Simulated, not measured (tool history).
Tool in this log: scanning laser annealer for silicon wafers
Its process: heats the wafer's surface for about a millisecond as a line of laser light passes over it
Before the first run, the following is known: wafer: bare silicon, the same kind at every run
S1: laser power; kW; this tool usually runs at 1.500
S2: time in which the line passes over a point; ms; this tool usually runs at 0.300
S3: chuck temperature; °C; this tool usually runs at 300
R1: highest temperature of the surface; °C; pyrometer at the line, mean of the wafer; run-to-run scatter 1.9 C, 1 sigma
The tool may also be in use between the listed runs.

{"run": 1, "hour": 0.0, "S1": 1.5, "S2": 0.3, "S3": 300, "R1": 1118}
{"run": 2, "hour": 8.2, "S1": 1.307, "S2": 0.3, "S3": 300, "R1": 982}
{"run": 3, "hour": 17.1, "S1": 1.307, "S2": 0.3, "S3": 300, "R1": 979}
{"run": 4, "hour": 27.4, "S1": 1.5, "S2": 0.3, "S3": 300, "R1": 1114}
{"run": 5, "hour": 35.4, "S1": 1.5, "S2": 0.3, "S3": 300, "R1": 1117}
{"run": 6, "hour": 47.6, "S1": 1.5, "S2": 0.245, "S3": 300, "R1": 1035}
{"run": 7, "hour": 52.7, "S1": 1.5, "S2": 0.3, "S3": 300, "R1": 1114}
{"run": 8, "hour": 60.5, "S1": 1.39, "S2": 0.3, "S3": 300, "R1": 1035}
{"run": 9, "hour": 66.9, "S1": 1.39, "S2": 0.3, "S3": 300, "R1": 1035}
{"run": 10, "hour": 75.2, "S1": 1.39, "S2": 0.27, "S3": 300, "R1": 994}
{"run": 11, "hour": 81.5, "S1": 1.39, "S2": 0.27, "S3": 300, "R1": 991}
{"run": 12, "hour": 93.2, "S1": 1.39, "S2": 0.27, "S3": 300, "R1": 993}
{"run": 13, "hour": 101.3, "S1": 1.485, "S2": 0.3, "S3": 300, "R1": 1106}
{"run": 14, "hour": 112.4, "S1": 1.485, "S2": 0.361, "S3": 300, "R1": 1181}
{"run": 15, "hour": 118.7, "S1": 1.5, "S2": 0.3, "S3": 300, "R1": 1111}
{"run": 16, "hour": 124.2, "S1": 1.5, "S2": 0.3, "S3": 300, "R1": 1114}
{"run": 17, "hour": 134.7, "S1": 1.374, "S2": 0.371, "S3": 300, "R1": 1103}
{"run": 18, "hour": 147.2, "S1": 1.374, "S2": 0.371, "S3": 300, "R1": 1100}
{"run": 19, "hour": 157.1, "S1": 1.495, "S2": 0.295, "S3": 283, "R1": 1078}
{"run": 20, "hour": 164.4, "S1": 1.365, "S2": 0.235, "S3": 317, "R1": 941}
{"run": 21, "hour": 175.5, "S1": 1.365, "S2": 0.235, "S3": 317, "R1": 943}
{"run": 22, "hour": 186.8, "S1": 1.365, "S2": 0.235, "S3": 317, "R1": 943}
{"run": 23, "hour": 197.2, "S1": 1.326, "S2": 0.3, "S3": 303, "R1": 983}
{"run": 24, "hour": 210.9, "S1": 1.323, "S2": 0.342, "S3": 325, "R1": 1071}
{"run": 25, "hour": 218.0, "S1": 1.47, "S2": 0.335, "S3": 300, "R1": 1149}
{"run": 26, "hour": 229.5, "S1": 1.47, "S2": 0.335, "S3": 300, "R1": 1152}
{"run": 27, "hour": 239.4, "S1": 1.47, "S2": 0.335, "S3": 300, "R1": 1150}
{"run": 28, "hour": 247.3, "S1": 1.5, "S2": 0.223, "S3": 300, "R1": 1008}
{"run": 29, "hour": 254.5, "S1": 1.498, "S2": 0.213, "S3": 300, "R1": 988}
{"run": 30, "hour": 261.4, "S1": 1.562, "S2": 0.35, "S3": 294, "R1": 1236}
{"run": 31, "hour": 271.0, "S1": 1.555, "S2": 0.33, "S3": 273, "R1": 1184}
{"run": 32, "hour": 282.0, "S1": 1.482, "S2": 0.237, "S3": 273, "R1": 993}

Removed from this log: 2 entries logged between the listed runs. Between which two listed runs does each belong, and how does the tool's hidden state at the listed run before it compare with that at the listed run after it?
From run 16 to run 17: window over the wafer cleaned (hour 127.2)
  light that passes the window, % of a clean one's: 98.55 -> 98.06; width of the line over the set one, %: 0.76 -> 0.77
  measured less the result without the state, R1: -23 -> -28 °C
From run 23 to run 24: window over the wafer cleaned, once more (hour 203.2)
  light that passes the window, % of a clean one's: 97.84 -> 99.97; laser's true power over the reading, %: -0.23 -> -0.24
  measured less the result without the state, R1: -27 -> -8 °C

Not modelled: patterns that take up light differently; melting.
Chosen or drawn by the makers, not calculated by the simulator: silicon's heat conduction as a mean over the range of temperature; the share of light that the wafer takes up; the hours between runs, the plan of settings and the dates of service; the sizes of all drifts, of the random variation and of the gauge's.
